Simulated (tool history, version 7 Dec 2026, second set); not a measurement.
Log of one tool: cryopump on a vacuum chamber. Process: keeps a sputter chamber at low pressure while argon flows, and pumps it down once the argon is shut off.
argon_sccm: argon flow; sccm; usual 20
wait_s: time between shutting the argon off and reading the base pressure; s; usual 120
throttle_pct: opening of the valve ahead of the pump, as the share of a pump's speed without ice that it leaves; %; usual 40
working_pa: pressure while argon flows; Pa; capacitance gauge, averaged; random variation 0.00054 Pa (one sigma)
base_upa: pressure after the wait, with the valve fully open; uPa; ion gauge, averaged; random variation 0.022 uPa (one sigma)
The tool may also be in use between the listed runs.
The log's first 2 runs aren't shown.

run   hour  argon_sccm  wait_s  throttle_pct  hours of work since the pump was warmed up and emptied  hours of work since the cold head was overhauled  hours of work since the chamber's fittings were tightened  working_pa  base_upa
  3   82.5          20     120            40                                                     172                                               923                                                       1830      0.0551      1.91
  4  127.1          20     120            40                                                     208                                               959                                                       1866      0.0550      1.87
  5  164.0          20     120            42                                                     238                                               989                                                       1896      0.0520      1.97
  6  188.9          20      86            40                                                     258                                              1009                                                       1916      0.0555      2.16
  7  240.8          20      86            40                                                     300                                              1051                                                       1958      0.0566      2.18
  8  279.1          20     120            40                                                     331                                              1082                                                       1989      0.0571      2.04
  9  304.9          20     120            40                                                     352                                              1103                                                       2010      0.0567      2.19
 10  331.3          20     120            26                                                     374                                              1125                                                       2032      0.0852      2.17
 11  384.3          20     120            26                                                     417                                              1168                                                       2075      0.0847      2.24
 12  407.4          20     120            26                                                     436                                              1187                                                       2093      0.0855      2.27
 13  451.1          20     120            26                                                     471                                              1222                                                       2129      0.0866      2.33
 14  487.0          20     120            26                                                     500                                              1251                                                       2158      0.0869      2.35
 15  537.3          20     120            41                                                     541                                              1292                                                       2199      0.0553      2.40
 16  573.4          20     120            41                                                     570                                              1321                                                       2228      0.0573      2.41
 17  629.2          20     120            41                                                     615                                              1366                                                       2273      0.0574      2.61
 18  656.4          20     120            50                                                     637                                              1388                                                       2295      0.0474      2.53
 19  684.3          20     120            23                                                     660                                              1411                                                       2318      0.0983      2.65
 20  722.1          26     105            33                                                     691                                              1442                                                       2348      0.0921      2.65
     780.3  -- pump warmed up, emptied and cooled again
 21  781.0          12     277            40                                                       1                                              1485                                                       2392      0.0328      2.03

Forecast run 22:
 22  804.7          12     277            40                                                      20                                              1505                                                       2411           ?         ?

Run 22 gave working_pa 0.0324 Pa, base_upa 2.08 uPa.
Without the tool's hidden state the same run would have given working_pa 0.0321 Pa, base_upa 0.37 uPa.
